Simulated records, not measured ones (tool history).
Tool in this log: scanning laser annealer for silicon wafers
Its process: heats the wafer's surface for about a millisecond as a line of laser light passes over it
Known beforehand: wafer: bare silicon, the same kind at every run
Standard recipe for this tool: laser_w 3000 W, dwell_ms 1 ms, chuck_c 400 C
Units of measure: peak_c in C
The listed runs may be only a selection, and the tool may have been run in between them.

run	hour	laser_w	dwell_ms	chuck_c	peak_c
1	0	3000	1	400	1171
2	30.2	3000	1	400	1168
3	58.5	3000	1	400	1170
4	81.9	2592	1	400	1053
5	109.5	2592	1	400	1051
6	128.1	2592	1	400	1051
7	159.5	3000	0.79	400	1066
# hour 179.7: window over the wafer cleaned
8	198.9	3000	0.79	400	1099
9	231.7	3000	1	400	1193
10	270.4	3000	1	400	1187
11	287.9	2736	1	400	1112
12	315.9	2736	1	360	1071
13	347.4	3000	1	380	1170
14	386.4	3000	1	380	1161
15	426	3000	1	400	1181
16	446.9	3000	1	400	1180
17	469.3	3000	1	400	1184
18	487.4	3000	1	400	1183
19	522.5	3000	1	400	1183
20	542.1	3000	1	400	1179
21	564.8	3000	1	400	1181
22	582.7	2583	1.11	386	1083
23	612.8	2583	1.11	386	1085
24	649.9	3206	0.75	367	1081
25	676.6	3000	1.05	432	1230
26	708	2959	1	374	1136
27	741.9	2976	1.11	428	1242
28	768.8	3013	1.1	375	1197
29	809.6	3013	1.1	375	1191
30	826.4	2785	0.77	380	993
31	860.2	2785	0.77	380	991
32	888.4	3085	0.77	397	1083
33	929.3	3000	1.18	393	1234
34	949	3000	0.93	360	1101
35	971.1	3000	0.99	426	1191
36	1005.4	3000	0.99	426	1187
37	1023.8	2737	1.13	423	1161
38	1050.1	3192	1	422	1241
39	1089.1	3000	0.91	433	1162
40	1120.3	3127	0.91	433	1189

5 ways to go on from here, each from the tool as it stands after run 40. What would each give?
A	1159.7	2980	0.91	408	?
B	1159.7	3205	0.94	433	?
C	1159.7	2866	0.72	370	?
D	1159.7	2675	1.22	366	?
E	1159.7	3000	1	410	?

run	peak_c
A	1127
B	1225
C	970
D	1115
E	1171
With the hidden condition removed and each run's random variation left untouched, the same runs would have given:
run	peak_c
A	1157
B	1259
C	996
D	1147
E	1204

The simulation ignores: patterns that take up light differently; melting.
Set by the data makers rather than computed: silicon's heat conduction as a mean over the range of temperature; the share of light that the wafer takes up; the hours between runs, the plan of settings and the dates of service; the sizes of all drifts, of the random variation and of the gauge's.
